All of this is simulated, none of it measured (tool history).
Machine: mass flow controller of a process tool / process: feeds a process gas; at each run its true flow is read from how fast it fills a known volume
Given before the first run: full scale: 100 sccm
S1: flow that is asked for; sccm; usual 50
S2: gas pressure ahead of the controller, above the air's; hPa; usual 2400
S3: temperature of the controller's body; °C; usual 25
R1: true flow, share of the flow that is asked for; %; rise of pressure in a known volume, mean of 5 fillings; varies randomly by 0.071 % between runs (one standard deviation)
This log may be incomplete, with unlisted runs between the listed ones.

Run 1, hour 0: usual settings. Result: R1 100.86 %.
Run 2, hour 201.3: usual settings. Result: R1 100.91 %.
Run 3, hour 358.1: usual settings. Result: R1 100.93 %.
At hour 565.3: controller's zero set anew.
Run 4, hour 703.9: usual settings but S2 1550 hPa. Result: R1 103.06 %.
Run 5, hour 1068.6: usual settings. Result: R1 102.75 %.
Run 6, hour 1403.8: usual settings. Result: R1 102.73 %.
Run 7, hour 1753: usual settings. Result: R1 102.71 %.
Run 8, hour 2034.4: usual settings. Result: R1 102.84 %.
Run 9, hour 2376.2: usual settings. Result: R1 102.86 %.
Run 10, hour 2617.3: usual settings but S1 11 sccm. Result: R1 100.87 %.
At hour 2874.3: controller exchanged for a calibrated one.
Run 11, hour 2948: usual settings. Result: R1 99.32 %.
Run 12, hour 3259.6: usual settings. Result: R1 99.37 %.
Run 13, hour 3487.6: usual settings but S2 2760 hPa. Result: R1 99.22 %.
Run 14, hour 3686.3: usual settings but S2 2760 hPa. Result: R1 99.27 %.
Run 15, hour 4021.7: usual settings but S2 2760 hPa. Result: R1 99.43 %.
Run 16, hour 4380.6: usual settings but S2 2760 hPa. Result: R1 99.49 %.
Run 17, hour 4572.3: usual settings but S2 2760 hPa. Result: R1 99.49 %.
Run 18, hour 4766.2: usual settings but S2 1780 hPa. Result: R1 100.08 %.
Run 19, hour 4960.6: usual settings but S1 20 sccm, S2 1780 hPa. Result: R1 99.14 %.
Run 20, hour 5135.3: usual settings but S1 20 sccm, S2 1780 hPa. Result: R1 99.02 %.
Run 21, hour 5328.6: usual settings but S2 2250 hPa. Result: R1 99.9 %.
Run 22, hour 5566.2: usual settings but S2 2250 hPa. Result: R1 100.12 %.
Run 23, hour 5917.8: usual settings but S2 2250 hPa. Result: R1 100.02 %.
Run 24, hour 6155.7: usual settings. Result: R1 100.09 %.
Run 25, hour 6489.3: usual settings. Result: R1 100.24 %.
Run 26, hour 6844.1: usual settings. Result: R1 100.28 %.
Run 27, hour 7155.7: usual settings but S1 17 sccm, S2 1710 hPa. Result: R1 98.35 %.
Run 28, hour 7355.9: usual settings but S1 14 sccm, S3 29 °C. Result: R1 97.63 %.
Run 29, hour 7683.9: usual settings but S1 19 sccm, S2 2410 hPa, S3 37 °C. Result: R1 98.97 %.
Run 30, hour 7950.5: usual settings but S1 27 sccm, S2 1550 hPa, S3 27 °C. Result: R1 99.79 %.
Run 31, hour 8321.9: usual settings but S1 65 sccm, S2 2010 hPa, S3 37 °C. Result: R1 101.81 %.
Run 32, hour 8565.2: usual settings but S1 12 sccm, S2 1740 hPa, S3 29 °C. Result: R1 96.56 %.
At hour 8822.3: controller's zero set anew.
Run 33, hour 8902.2: usual settings but S1 12 sccm, S2 1410 hPa. Result: R1 102.37 %.
Run 34, hour 9058.4: usual settings but S2 1700 hPa, S3 27 °C. Result: R1 102.72 %.
Run 35, hour 9316.7: usual settings but S2 1700 hPa, S3 27 °C. Result: R1 102.82 %.
Run 36, hour 9496.5: usual settings but S2 1700 hPa, S3 27 °C. Result: R1 102.99 %.
Run 37, hour 9808: usual settings but S2 1700 hPa, S3 27 °C. Result: R1 102.88 %.
Run 38, hour 9963.7: usual settings but S3 31 °C. Result: R1 102.95 %.
Run 39, hour 10147.9: usual settings but S3 33 °C. Result: R1 103.03 %.
Run 40, hour 10346.2: usual settings but S1 27 sccm, S3 33 °C. Result: R1 102.76 %.
Run 41, hour 10528.9: usual settings but S2 2440 hPa. Result: R1 102.68 %.
Run 42, hour 10761.2: usual settings but S2 2760 hPa. Result: R1 102.62 %.
Run 43, hour 11049.6: usual settings but S2 2760 hPa. Result: R1 102.61 %.
At hour 11120.5: controller exchanged for a calibrated one.
Run 44, hour 11425.7: usual settings but S1 22 sccm, S2 2270 hPa. Result: R1 99.38 %.
Run 45, hour 11695.2: usual settings but S1 29 sccm, S2 2040 hPa, S3 24 °C. Result: R1 99.49 %.
Run 46, hour 11919.8: usual settings but S1 29 sccm, S2 2100 hPa, S3 24 °C. Result: R1 99.47 %.
Run 47, hour 12192.9: usual settings but S1 35 sccm, S2 1950 hPa. Result: R1 99.79 %.
Run 48, hour 12365.1: usual settings but S1 73 sccm, S2 1830 hPa, S3 38 °C. Result: R1 100.86 %.

4 options for the next run, each taken on its own from the tool as it stands now. Forecast them:
Run A, hour 12720.9: usual settings but S1 66 sccm, S2 2170 hPa, S3 23 °C. Result: R1 ?.
Run B, hour 12720.9: usual settings but S1 11 sccm, S2 2110 hPa, S3 21 °C. Result: R1 ?.
Run C, hour 12720.9: usual settings but S1 73 sccm, S2 2340 hPa, S3 35 °C. Result: R1 ?.
Run D, hour 12720.9: usual settings but S1 54 sccm, S3 24 °C. Result: R1 ?.

run      R1
  A   99.99
  B   98.04
  C  100.54
  D   99.85
Had the tool no hidden state, the same runs would have come out as:
run     R1
  A  99.69
  B  99.35
  C  100.2
  D  99.62
